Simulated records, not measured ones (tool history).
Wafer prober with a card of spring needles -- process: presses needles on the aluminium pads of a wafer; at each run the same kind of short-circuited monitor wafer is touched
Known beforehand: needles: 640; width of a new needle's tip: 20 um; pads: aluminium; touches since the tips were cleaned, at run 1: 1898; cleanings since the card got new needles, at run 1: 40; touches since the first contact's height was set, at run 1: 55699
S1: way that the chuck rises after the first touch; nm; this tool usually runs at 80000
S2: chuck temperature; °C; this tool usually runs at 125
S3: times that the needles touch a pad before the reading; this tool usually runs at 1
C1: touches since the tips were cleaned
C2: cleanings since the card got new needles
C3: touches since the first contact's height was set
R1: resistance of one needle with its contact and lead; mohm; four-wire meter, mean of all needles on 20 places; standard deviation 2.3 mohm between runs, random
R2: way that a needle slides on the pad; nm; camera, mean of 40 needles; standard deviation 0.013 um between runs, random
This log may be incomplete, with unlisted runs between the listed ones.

run,hour,S1,S2,S3,C1,C2,C3,R1,R2
1,0,80000,125,1,1898,40,55699,250,19140
# hour 17.2: tips cleaned on abrasive film
2,44.5,80000,27,1,4752,41,63445,227,19130
# hour 48.2: tips cleaned on abrasive film
3,67.2,80000,27,1,3318,42,67393,227,19120
# hour 79.7: tips cleaned on abrasive film
# hour 107.8: tips cleaned on abrasive film
4,110.8,80000,27,1,531,44,74982,224,19130
# hour 134.9: height of the first contact set anew
5,134.9,95000,125,1,4679,44,0,249,22730
# hour 139.1: tips cleaned on abrasive film
6,166.3,68000,125,1,4745,45,5464,257,16280
# hour 169.4: tips cleaned on abrasive film
# hour 200.5: tips cleaned on abrasive film
7,211.9,93000,81,1,1983,47,13394,237,22230
# hour 231.8: tips cleaned on abrasive film
8,244,73000,125,1,2138,48,18984,259,17470
# hour 260.1: tips cleaned on abrasive film
9,271.4,73000,125,1,1982,49,23755,259,17450
# hour 290.1: tips cleaned on abrasive film
10,317.1,73000,125,1,4716,50,31713,255,17450
# hour 320.4: tips cleaned on abrasive film
# hour 350: tips cleaned on abrasive film
11,361.1,76000,78,2,1934,52,39367,242,18160

Each row is a separate what-if for the run after 11, all from the same tool condition, not one after another. Results?
# hour 380.8: tips cleaned on abrasive film
A,394.7,73000,125,1,2439,53,45218,?,?
# hour 380.8: tips cleaned on abrasive film
B,394.7,67000,78,2,2439,53,45218,?,?
# hour 380.8: tips cleaned on abrasive film
C,394.7,65000,73,1,2439,53,45218,?,?
# hour 380.8: tips cleaned on abrasive film
D,394.7,96000,52,2,2439,53,45218,?,?

run,R1,R2
A,255,17460
B,245,15990
C,247,15520
D,230,22970
With the hidden condition removed and each run's random variation left untouched, the same runs would have given:
run,R1,R2
A,254,17470
B,244,15990
C,245,15520
D,229,22970
